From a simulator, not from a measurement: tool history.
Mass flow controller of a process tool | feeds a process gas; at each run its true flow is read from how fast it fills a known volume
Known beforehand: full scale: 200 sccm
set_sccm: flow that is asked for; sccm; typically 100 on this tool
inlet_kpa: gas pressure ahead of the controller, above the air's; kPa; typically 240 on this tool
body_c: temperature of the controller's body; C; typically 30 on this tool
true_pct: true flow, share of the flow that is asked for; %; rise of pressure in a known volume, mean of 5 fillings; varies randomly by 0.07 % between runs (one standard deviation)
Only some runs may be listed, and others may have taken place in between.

run,day,set_sccm,inlet_kpa,body_c,true_pct
1,0,100,240,30,100.79
2,7.029,100,240,30,100.96
3,13.262,100,240,31,100.87
4,17.021,100,240,34,100.68
5,21.675,100,240,34,100.84
6,25.088,100,240,34,100.84
7,32.908,100,240,39,100.67
8,38.512,22,240,30,106.56
9,42.762,117,240,30,101.22
10,48.646,117,250,30,101.29
11,54.375,100,240,39,100.87

Forecast run 12:
12,59.721,45,206,32,?

true_pct: 103.66 %
On a tool with no hidden condition, and with the same random variation, this run would have come out at true_pct 99.14 %.
